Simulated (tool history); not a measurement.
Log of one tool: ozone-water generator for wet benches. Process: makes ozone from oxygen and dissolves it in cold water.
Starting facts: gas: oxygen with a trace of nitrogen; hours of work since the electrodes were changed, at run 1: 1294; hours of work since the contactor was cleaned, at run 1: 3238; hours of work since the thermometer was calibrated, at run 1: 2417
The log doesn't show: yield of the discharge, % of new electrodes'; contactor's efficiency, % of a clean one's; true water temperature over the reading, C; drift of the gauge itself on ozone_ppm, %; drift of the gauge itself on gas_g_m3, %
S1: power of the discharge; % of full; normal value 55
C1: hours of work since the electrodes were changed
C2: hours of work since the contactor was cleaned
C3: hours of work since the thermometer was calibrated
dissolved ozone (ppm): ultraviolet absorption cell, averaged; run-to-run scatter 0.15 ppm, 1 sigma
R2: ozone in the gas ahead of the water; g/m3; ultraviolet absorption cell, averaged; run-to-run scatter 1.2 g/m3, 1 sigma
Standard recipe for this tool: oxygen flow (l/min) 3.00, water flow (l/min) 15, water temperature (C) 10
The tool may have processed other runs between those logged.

{"run": 1, "hour": 0.0, "S1": 55, "oxygen flow (l/min)": 3.0, "water flow (l/min)": 15, "water temperature (C)": 10, "C1": 1294, "C2": 3238, "C3": 2417, "dissolved ozone (ppm)": 18.8, "R2": 219.1}
{"run": 2, "hour": 156.7, "S1": 55, "oxygen flow (l/min)": 3.0, "water flow (l/min)": 15, "water temperature (C)": 10, "C1": 1409, "C2": 3352, "C3": 2532, "dissolved ozone (ppm)": 18.7, "R2": 221.2}
{"run": 3, "hour": 261.2, "S1": 55, "oxygen flow (l/min)": 3.0, "water flow (l/min)": 15, "water temperature (C)": 10, "C1": 1485, "C2": 3429, "C3": 2608, "dissolved ozone (ppm)": 19.1, "R2": 221.0}
{"run": 4, "hour": 425.5, "S1": 55, "oxygen flow (l/min)": 3.0, "water flow (l/min)": 15, "water temperature (C)": 10, "C1": 1605, "C2": 3549, "C3": 2728, "dissolved ozone (ppm)": 18.8, "R2": 219.0}
{"run": 5, "hour": 521.9, "S1": 55, "oxygen flow (l/min)": 3.0, "water flow (l/min)": 15, "water temperature (C)": 10, "C1": 1675, "C2": 3619, "C3": 2798, "dissolved ozone (ppm)": 19.0, "R2": 220.2}
{"run": 6, "hour": 652.0, "S1": 55, "oxygen flow (l/min)": 3.0, "water flow (l/min)": 15, "water temperature (C)": 10, "C1": 1770, "C2": 3714, "C3": 2893, "dissolved ozone (ppm)": 18.7, "R2": 222.4}
{"run": 7, "hour": 815.8, "S1": 55, "oxygen flow (l/min)": 3.0, "water flow (l/min)": 15, "water temperature (C)": 10, "C1": 1890, "C2": 3833, "C3": 3013, "dissolved ozone (ppm)": 18.8, "R2": 222.2}
{"run": 8, "hour": 959.8, "S1": 55, "oxygen flow (l/min)": 3.0, "water flow (l/min)": 15, "water temperature (C)": 10, "C1": 1995, "C2": 3938, "C3": 3118, "dissolved ozone (ppm)": 18.9, "R2": 223.2}
{"run": 9, "hour": 1085.4, "S1": 55, "oxygen flow (l/min)": 3.0, "water flow (l/min)": 15, "water temperature (C)": 9, "C1": 2086, "C2": 4030, "C3": 3209, "dissolved ozone (ppm)": 18.9, "R2": 218.7}
{"run": 10, "hour": 1232.4, "S1": 55, "oxygen flow (l/min)": 1.74, "water flow (l/min)": 15, "water temperature (C)": 9, "C1": 2193, "C2": 4137, "C3": 3316, "dissolved ozone (ppm)": 16.3, "R2": 284.0}
{"run": 11, "hour": 1366.5, "S1": 55, "oxygen flow (l/min)": 1.74, "water flow (l/min)": 15, "water temperature (C)": 9, "C1": 2291, "C2": 4235, "C3": 3414, "dissolved ozone (ppm)": 16.3, "R2": 287.4}
{"run": 12, "hour": 1487.5, "S1": 55, "oxygen flow (l/min)": 1.74, "water flow (l/min)": 15, "water temperature (C)": 9, "C1": 2380, "C2": 4323, "C3": 3503, "dissolved ozone (ppm)": 16.1, "R2": 286.1}
{"run": 13, "hour": 1640.0, "S1": 55, "oxygen flow (l/min)": 1.74, "water flow (l/min)": 15, "water temperature (C)": 9, "C1": 2491, "C2": 4435, "C3": 3614, "dissolved ozone (ppm)": 16.0, "R2": 284.5}
{"hour": 1791.1, "done": "contactor cleaned"}
{"run": 14, "hour": 1791.1, "S1": 55, "oxygen flow (l/min)": 3.0, "water flow (l/min)": 15, "water temperature (C)": 10, "C1": 2598, "C2": 0, "C3": 3721, "dissolved ozone (ppm)": 18.7, "R2": 225.4}
{"run": 15, "hour": 1934.4, "S1": 55, "oxygen flow (l/min)": 3.0, "water flow (l/min)": 15, "water temperature (C)": 10, "C1": 2703, "C2": 105, "C3": 3826, "dissolved ozone (ppm)": 18.7, "R2": 224.0}
{"run": 16, "hour": 2007.5, "S1": 55, "oxygen flow (l/min)": 3.0, "water flow (l/min)": 15, "water temperature (C)": 10, "C1": 2756, "C2": 158, "C3": 3879, "dissolved ozone (ppm)": 18.5, "R2": 224.9}
{"run": 17, "hour": 2155.6, "S1": 55, "oxygen flow (l/min)": 3.0, "water flow (l/min)": 15, "water temperature (C)": 10, "C1": 2864, "C2": 266, "C3": 3987, "dissolved ozone (ppm)": 19.1, "R2": 225.9}
{"run": 18, "hour": 2277.4, "S1": 55, "oxygen flow (l/min)": 3.0, "water flow (l/min)": 15, "water temperature (C)": 10, "C1": 2953, "C2": 355, "C3": 4076, "dissolved ozone (ppm)": 18.9, "R2": 226.2}
{"run": 19, "hour": 2349.5, "S1": 55, "oxygen flow (l/min)": 2.6, "water flow (l/min)": 15, "water temperature (C)": 10, "C1": 3006, "C2": 407, "C3": 4129, "dissolved ozone (ppm)": 17.8, "R2": 241.3}
{"run": 20, "hour": 2466.8, "S1": 55, "oxygen flow (l/min)": 2.6, "water flow (l/min)": 15, "water temperature (C)": 10, "C1": 3091, "C2": 493, "C3": 4214, "dissolved ozone (ppm)": 18.0, "R2": 240.8}
{"run": 21, "hour": 2628.4, "S1": 55, "oxygen flow (l/min)": 2.6, "water flow (l/min)": 15, "water temperature (C)": 10, "C1": 3209, "C2": 611, "C3": 4332, "dissolved ozone (ppm)": 18.3, "R2": 240.8}
{"run": 22, "hour": 2745.2, "S1": 55, "oxygen flow (l/min)": 2.6, "water flow (l/min)": 9, "water temperature (C)": 6, "C1": 3294, "C2": 696, "C3": 4417, "dissolved ozone (ppm)": 32.4, "R2": 243.5}
{"run": 23, "hour": 2841.8, "S1": 49, "oxygen flow (l/min)": 4.57, "water flow (l/min)": 19, "water temperature (C)": 12, "C1": 3365, "C2": 767, "C3": 4488, "dissolved ozone (ppm)": 14.5, "R2": 175.1}
{"run": 24, "hour": 2943.3, "S1": 76, "oxygen flow (l/min)": 3.0, "water flow (l/min)": 9, "water temperature (C)": 10, "C1": 3439, "C2": 841, "C3": 4562, "dissolved ozone (ppm)": 37.3, "R2": 270.3}
{"hour": 3052.5, "done": "gauge calibrated"}
{"run": 25, "hour": 3094.3, "S1": 73, "oxygen flow (l/min)": 3.59, "water flow (l/min)": 15, "water temperature (C)": 8, "C1": 3549, "C2": 951, "C3": 4672, "dissolved ozone (ppm)": 23.0, "R2": 234.6}
{"run": 26, "hour": 3222.6, "S1": 70, "oxygen flow (l/min)": 4.42, "water flow (l/min)": 23, "water temperature (C)": 14, "C1": 3643, "C2": 1044, "C3": 4766, "dissolved ozone (ppm)": 13.5, "R2": 209.4}
{"run": 27, "hour": 3344.9, "S1": 70, "oxygen flow (l/min)": 4.42, "water flow (l/min)": 23, "water temperature (C)": 14, "C1": 3732, "C2": 1134, "C3": 4855, "dissolved ozone (ppm)": 13.8, "R2": 209.5}
{"run": 28, "hour": 3474.0, "S1": 55, "oxygen flow (l/min)": 4.67, "water flow (l/min)": 17, "water temperature (C)": 10, "C1": 3826, "C2": 1228, "C3": 4949, "dissolved ozone (ppm)": 17.7, "R2": 181.6}
{"run": 29, "hour": 3604.4, "S1": 55, "oxygen flow (l/min)": 4.67, "water flow (l/min)": 22, "water temperature (C)": 10, "C1": 3921, "C2": 1323, "C3": 5044, "dissolved ozone (ppm)": 13.2, "R2": 179.2}
{"run": 30, "hour": 3702.3, "S1": 55, "oxygen flow (l/min)": 4.67, "water flow (l/min)": 22, "water temperature (C)": 10, "C1": 3993, "C2": 1394, "C3": 5116, "dissolved ozone (ppm)": 13.4, "R2": 181.8}
{"run": 31, "hour": 3781.4, "S1": 55, "oxygen flow (l/min)": 4.67, "water flow (l/min)": 22, "water temperature (C)": 10, "C1": 4050, "C2": 1452, "C3": 5173, "dissolved ozone (ppm)": 13.5, "R2": 181.7}
{"hour": 3910.4, "done": "water thermometer calibrated"}
{"run": 32, "hour": 3922.6, "S1": 55, "oxygen flow (l/min)": 2.28, "water flow (l/min)": 15, "water temperature (C)": 6, "C1": 4153, "C2": 1555, "C3": 9, "dissolved ozone (ppm)": 17.8, "R2": 252.1}

5 options for the next run, each taken on its own from the tool as it stands now. Forecast them:
{"run": "A", "hour": 4041.7, "S1": 41, "oxygen flow (l/min)": 2.28, "water flow (l/min)": 15, "water temperature (C)": 6, "C1": 4240, "C2": 1642, "C3": 96, "dissolved ozone (ppm)": "?", "R2": "?"}
{"run": "B", "hour": 4041.7, "S1": 73, "oxygen flow (l/min)": 1.67, "water flow (l/min)": 15, "water temperature (C)": 16, "C1": 4240, "C2": 1642, "C3": 96, "dissolved ozone (ppm)": "?", "R2": "?"}
{"run": "C", "hour": 4041.7, "S1": 44, "oxygen flow (l/min)": 2.28, "water flow (l/min)": 22, "water temperature (C)": 16, "C1": 4240, "C2": 1642, "C3": 96, "dissolved ozone (ppm)": "?", "R2": "?"}
{"run": "D", "hour": 4041.7, "S1": 94, "oxygen flow (l/min)": 3.0, "water flow (l/min)": 15, "water temperature (C)": 10, "C1": 4240, "C2": 1642, "C3": 96, "dissolved ozone (ppm)": "?", "R2": "?"}
{"run": "E", "hour": 4041.7, "S1": 55, "oxygen flow (l/min)": 3.0, "water flow (l/min)": 14, "water temperature (C)": 10, "C1": 4240, "C2": 1642, "C3": 96, "dissolved ozone (ppm)": "?", "R2": "?"}

run=A dissolved_ozone_(ppm)=15.6 R2=214.0
run=B dissolved_ozone_(ppm)=17.6 R2=338.7
run=C dissolved_ozone_(ppm)=9.3 R2=224.5
run=D dissolved_ozone_(ppm)=25.3 R2=296.4
run=E dissolved_ozone_(ppm)=20.0 R2=223.3
Had the tool no hidden state, the same runs would have come out as:
run=A dissolved_ozone_(ppm)=15.6 R2=212.4
run=B dissolved_ozone_(ppm)=17.7 R2=336.3
run=C dissolved_ozone_(ppm)=9.4 R2=222.8
run=D dissolved_ozone_(ppm)=25.4 R2=294.4
run=E dissolved_ozone_(ppm)=20.1 R2=221.6

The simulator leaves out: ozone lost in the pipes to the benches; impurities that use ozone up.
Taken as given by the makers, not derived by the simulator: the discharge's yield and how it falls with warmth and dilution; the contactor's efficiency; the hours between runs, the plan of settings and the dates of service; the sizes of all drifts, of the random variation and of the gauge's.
